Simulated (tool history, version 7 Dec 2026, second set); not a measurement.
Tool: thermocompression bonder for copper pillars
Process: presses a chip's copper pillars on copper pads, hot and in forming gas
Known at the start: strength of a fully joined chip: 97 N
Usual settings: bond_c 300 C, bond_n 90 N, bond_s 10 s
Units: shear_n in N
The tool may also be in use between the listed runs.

Run 1, day 0: usual settings. Result: shear_n 34 N.
Run 2, day 2.525: usual settings. Result: shear_n 31.2 N.
Run 3, day 4.646: usual settings. Result: shear_n 30.3 N.
Run 4, day 7.062: usual settings. Result: shear_n 30.5 N.
At day 7.958: forming gas filter changed.
Run 5, day 9.504: usual settings. Result: shear_n 33.4 N.
Run 6, day 12.721: usual settings but bond_n 67 N. Result: shear_n 24 N.
Run 7, day 15.425: usual settings but bond_c 281 C. Result: shear_n 23.4 N.
At day 16.262: forming gas filter changed.
Run 8, day 17.488: usual settings but bond_c 281 C. Result: shear_n 25.8 N.
Run 9, day 20.425: usual settings but bond_c 281 C. Result: shear_n 25.4 N.
Run 10, day 22.512: usual settings. Result: shear_n 29.6 N.
At day 24.483: forming gas filter changed.
At day 25.808: heater calibrated with a thermocouple chip.
Run 11, day 25.896: usual settings. Result: shear_n 29.9 N.
Run 12, day 27.442: usual settings but bond_c 290 C. Result: shear_n 26.4 N.
Run 13, day 29.908: usual settings but bond_c 290 C. Result: shear_n 25.9 N.
Run 14, day 32.579: usual settings but bond_c 290 C. Result: shear_n 25.4 N.
At day 32.808: forming gas filter changed.
Run 15, day 34.608: usual settings but bond_c 290 C. Result: shear_n 26.1 N.
Run 16, day 37.233: usual settings. Result: shear_n 27.6 N.
At day 38.362: heater calibrated with a thermocouple chip, once more.
Run 17, day 39.071: usual settings. Result: shear_n 32.8 N.
At day 41.317: forming gas filter changed.
Run 18, day 41.45: usual settings. Result: shear_n 33.2 N.
Run 19, day 44.071: usual settings. Result: shear_n 33.7 N.
Run 20, day 46.883: usual settings but bond_c 330 C, bond_n 89 N, bond_s 5 s. Result: shear_n 31.2 N.
Run 21, day 48.304: usual settings but bond_n 93 N, bond_s 8 s. Result: shear_n 29 N.
At day 49.658: forming gas filter changed.
Run 22, day 49.7: usual settings but bond_c 301 C, bond_n 68 N, bond_s 6 s. Result: shear_n 22 N.
At day 52.596: force cell calibrated.
Run 23, day 52.596: usual settings but bond_c 270 C, bond_n 84 N, bond_s 18 s. Result: shear_n 30 N.
Run 24, day 54.879: usual settings but bond_c 270 C, bond_n 84 N, bond_s 18 s. Result: shear_n 30 N.
Run 25, day 57.296: usual settings but bond_c 270 C, bond_n 84 N, bond_s 18 s. Result: shear_n 29 N.
At day 58.042: forming gas filter changed.
Run 26, day 59.008: usual settings but bond_c 285 C, bond_n 71 N, bond_s 18 s. Result: shear_n 31.2 N.
Run 27, day 62.067: usual settings but bond_c 285 C, bond_n 71 N, bond_s 18 s. Result: shear_n 31.1 N.
Run 28, day 64.754: usual settings but bond_c 285 C, bond_n 71 N, bond_s 18 s. Result: shear_n 29.3 N.
At day 66.362: forming gas filter changed.
Run 29, day 67.529: usual settings but bond_n 97 N. Result: shear_n 36.5 N.
Run 30, day 69.758: usual settings but bond_n 97 N. Result: shear_n 35.4 N.
Run 31, day 72.117: usual settings but bond_c 276 C, bond_n 91 N. Result: shear_n 25.8 N.
Run 32, day 74.275: usual settings but bond_c 276 C, bond_n 91 N. Result: shear_n 25.1 N.
At day 74.733: forming gas filter changed.
Run 33, day 77.004: usual settings but bond_c 305 C, bond_n 84 N. Result: shear_n 34.1 N.
Run 34, day 80.283: usual settings but bond_c 305 C, bond_n 84 N. Result: shear_n 31.4 N.
Run 35, day 82.104: usual settings but bond_c 305 C, bond_n 84 N. Result: shear_n 30.2 N.
At day 83.071: forming gas filter changed.
Run 36, day 85.317: usual settings but bond_c 271 C, bond_n 79 N, bond_s 21 s. Result: shear_n 29.6 N.
Run 37, day 87.304: usual settings but bond_c 271 C, bond_n 79 N, bond_s 21 s. Result: shear_n 28.4 N.
Run 38, day 89.754: usual settings but bond_c 322 C, bond_n 131 N, bond_s 15 s. Result: shear_n 54.5 N.

Some steps in shear_n between neighbouring runs. How much of each would the tool show without its hidden state too (settings, what came in, random variation), and how much is left for the hidden state, with any gauge scatter that isn't in both results?
The hidden state here: true temperature of the bond over the reading, C; force that reaches the chip, % of what is set; oxide that the forming gas leaves, % of the face; drift of the gauge itself on shear_n, %.
Run 5 -> 6: bond_n 90 -> 67. shear_n -9.4 N: hidden state -0.4, all else -9.
Run 16 -> 17: heater calibrated with a thermocouple chip, once more. shear_n +5.2 N: hidden state +4, all else +1.2.
Run 21 -> 22: bond_c 300 -> 301, bond_n 93 -> 68, bond_s 8 -> 6, forming gas filter changed. shear_n -7 N: hidden state +3.3, all else -10.3.
Run 30 -> 31: bond_c 300 -> 276, bond_n 97 -> 91. shear_n -9.6 N: hidden state -0.1, all else -9.5.
Run 37 -> 38: bond_c 271 -> 322, bond_n 79 -> 131, bond_s 21 -> 15. shear_n +26.1 N: hidden state -4, all else +30.1.
